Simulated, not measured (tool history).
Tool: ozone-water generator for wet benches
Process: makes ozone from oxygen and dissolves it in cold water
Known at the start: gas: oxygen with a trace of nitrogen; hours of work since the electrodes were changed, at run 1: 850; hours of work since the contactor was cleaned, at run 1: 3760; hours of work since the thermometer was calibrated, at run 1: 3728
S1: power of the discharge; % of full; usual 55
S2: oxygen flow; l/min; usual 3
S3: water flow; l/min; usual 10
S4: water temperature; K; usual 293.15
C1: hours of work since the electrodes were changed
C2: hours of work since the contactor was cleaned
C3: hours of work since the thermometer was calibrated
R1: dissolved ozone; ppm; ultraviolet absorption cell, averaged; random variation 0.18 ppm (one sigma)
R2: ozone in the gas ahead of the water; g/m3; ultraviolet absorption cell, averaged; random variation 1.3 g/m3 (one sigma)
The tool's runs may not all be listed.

run,hour,S1,S2,S3,S4,C1,C2,C3,R1,R2
1,0,55,3,10,293.15,850,3760,3728,22.9,224.1
2,18.8,56,3,10,293.15,864,3774,3742,23.2,226.1
3,44.6,56,3,10,293.15,883,3794,3761,23.2,226.2
4,66.9,56,3,10,293.15,900,3810,3777,23.4,225.9
5,88.7,56,3,10,293.15,916,3826,3794,23.5,224.8
6,111.8,56,3,10,293.15,933,3844,3811,23.3,227.1
7,137.6,56,3,10,293.15,952,3863,3830,23.2,227.6
8,160.3,49,4.44,10,293.15,969,3880,3847,20.4,166.9
9,192.1,55,2.33,9,293.15,993,3903,3871,25.1,255
10,214.9,55,2.33,9,293.15,1010,3920,3888,25,254.3

Forecast each of these 4 alternatives for the next run:
A,236,55,4.88,9,292.15,1026,3936,3903,?,?
B,236,55,2.41,8,293.15,1026,3936,3903,?,?
C,236,85,1.98,6,293.15,1026,3936,3903,?,?
D,236,41,3,7,299.15,1026,3936,3903,?,?

run,R1,R2
A,23.9,173
B,27.7,251.6
C,46.5,376.4
D,22.1,183
Without the tool's hidden state the same runs would have given:
run,R1,R2
A,26.1,179
B,30.2,260.2
C,50.9,394.1
D,23.8,187.8

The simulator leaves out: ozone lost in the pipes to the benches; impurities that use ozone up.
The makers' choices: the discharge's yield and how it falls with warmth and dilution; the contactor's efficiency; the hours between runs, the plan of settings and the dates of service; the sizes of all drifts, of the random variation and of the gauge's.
